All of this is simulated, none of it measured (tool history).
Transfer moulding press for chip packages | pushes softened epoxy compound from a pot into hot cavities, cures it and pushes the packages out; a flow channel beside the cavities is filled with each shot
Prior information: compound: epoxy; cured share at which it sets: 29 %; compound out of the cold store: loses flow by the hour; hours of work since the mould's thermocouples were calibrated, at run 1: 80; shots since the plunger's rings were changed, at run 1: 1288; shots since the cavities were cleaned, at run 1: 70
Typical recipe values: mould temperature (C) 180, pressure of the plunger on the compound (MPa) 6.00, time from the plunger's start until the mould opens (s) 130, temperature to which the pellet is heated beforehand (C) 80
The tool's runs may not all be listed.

| run | day | mould temperature (C) | pressure of the plunger on the compound (MPa) | time from the plunger's start until the mould opens (s) | temperature to which the pellet is heated beforehand (C) | hours of work since the mould's thermocouples were calibrated | shots since the plunger's rings were changed | shots since the cavities were cleaned | incoming compound's hours out of the cold store | length that the compound runs in the flow channel (mm) | greatest force on the pins that push the packages out (N) |
|---|---|---|---|---|---|---|---|---|---|---|---|
| 1 | 0.000 | 180 | 6.00 | 130 | 80 | 80 | 1288 | 70 | 47.5 | 795 | 411 |
| 2 | 0.271 | 182 | 6.00 | 130 | 80 | 83 | 1333 | 115 | 43.8 | 806 | 435 |
| 3 | 0.512 | 182 | 6.00 | 130 | 80 | 86 | 1372 | 154 | 14.5 | 941 | 474 |
| 4 | 0.858 | 180 | 6.00 | 130 | 80 | 89 | 1428 | 210 | 42.3 | 826 | 522 |
| 5 | 1.271 | 180 | 6.00 | 130 | 80 | 94 | 1495 | 277 | 39.5 | 826 | 567 |
| 6 | 1.796 | 180 | 6.00 | 130 | 80 | 100 | 1581 | 363 | 25.7 | 885 | 624 |
| 7 | 2.100 | 180 | 6.00 | 130 | 80 | 103 | 1631 | 413 | 21.3 | 910 | 611 |
| 8 | 2.475 | 180 | 6.00 | 141 | 80 | 107 | 1692 | 474 | 35.9 | 838 | 638 |
| 9 | 2.879 | 174 | 6.00 | 130 | 80 | 111 | 1758 | 540 | 26.2 | 900 | 878 |
| 10 | 3.129 | 174 | 6.00 | 130 | 80 | 114 | 1799 | 581 | 20.9 | 925 | 944 |
| 11 | 3.462 | 174 | 6.06 | 130 | 80 | 118 | 1853 | 635 | 39.0 | 847 | 901 |
| 12 | 3.975 | 174 | 6.06 | 130 | 80 | 123 | 1936 | 718 | 27.6 | 891 | 934 |
| 13 | 4.325 | 174 | 6.06 | 130 | 80 | 127 | 1993 | 775 | 22.6 | 921 | 967 |
| 14 | 4.775 | 180 | 6.00 | 130 | 81 | 132 | 2066 | 848 | 18.4 | 920 | 752 |
| 15 | 5.071 | 178 | 6.00 | 130 | 78 | 135 | 2115 | 897 | 37.5 | 829 | 804 |
| 16 | 5.579 | 181 | 7.22 | 113 | 87 | 141 | 2198 | 980 | 14.2 | 1031 | 852 |
| 17 | 5.938 | 181 | 7.22 | 113 | 87 | 145 | 2256 | 1038 | 10.5 | 1036 | 923 |
| 18 | 6.404 | 180 | 5.35 | 168 | 75 | 150 | 2332 | 1114 | 13.5 | 884 | 770 |
|  | 6.879 | cavities cleaned with cleaning compound and waxed |
| 19 | 6.988 | 173 | 5.30 | 168 | 75 | 155 | 2417 | 17 | 43.8 | 766 | 389 |
| 20 | 7.288 | 173 | 6.00 | 130 | 87 | 159 | 2466 | 66 | 37.7 | 838 | 601 |
| 21 | 7.600 | 173 | 6.00 | 130 | 87 | 162 | 2517 | 117 | 24.9 | 907 | 665 |
| 22 | 7.946 | 180 | 6.00 | 159 | 87 | 166 | 2573 | 173 | 36.1 | 823 | 479 |
| 23 | 8.179 | 186 | 5.68 | 153 | 83 | 168 | 2611 | 211 | 30.8 | 821 | 508 |
| 24 | 8.604 | 186 | 5.68 | 153 | 83 | 173 | 2681 | 281 | 24.3 | 842 | 516 |
| 25 | 9.067 | 183 | 6.00 | 130 | 89 | 178 | 2756 | 356 | 10.2 | 941 | 591 |
| 26 | 9.408 | 179 | 6.31 | 130 | 80 | 182 | 2811 | 411 | 41.8 | 827 | 670 |
| 27 | 9.638 | 184 | 5.22 | 111 | 73 | 184 | 2849 | 449 | 10.6 | 869 | 719 |
| 28 | 9.950 | 182 | 7.09 | 142 | 80 | 187 | 2900 | 500 | 8.3 | 1032 | 608 |

Describe how what the log doesn't record of the tool's condition differs between the last listed run preceding each entry between runs and the first listed run following it.
In the gap between runs 18 and 19: cavities cleaned with cleaning compound and waxed (day 6.879)
  true mould temperature over the reading, C: -0.25 -> -0.27; pressure that reaches the compound, % of what is set: 92.95 -> 92.73; grip of the stained cavities, % over clean ones': 115.1 -> 5.2
  measured value less the no-hidden-state value, length that the compound runs in the flow channel (mm): -32 -> -28; greatest force on the pins that push the packages out (N): +411 -> +21

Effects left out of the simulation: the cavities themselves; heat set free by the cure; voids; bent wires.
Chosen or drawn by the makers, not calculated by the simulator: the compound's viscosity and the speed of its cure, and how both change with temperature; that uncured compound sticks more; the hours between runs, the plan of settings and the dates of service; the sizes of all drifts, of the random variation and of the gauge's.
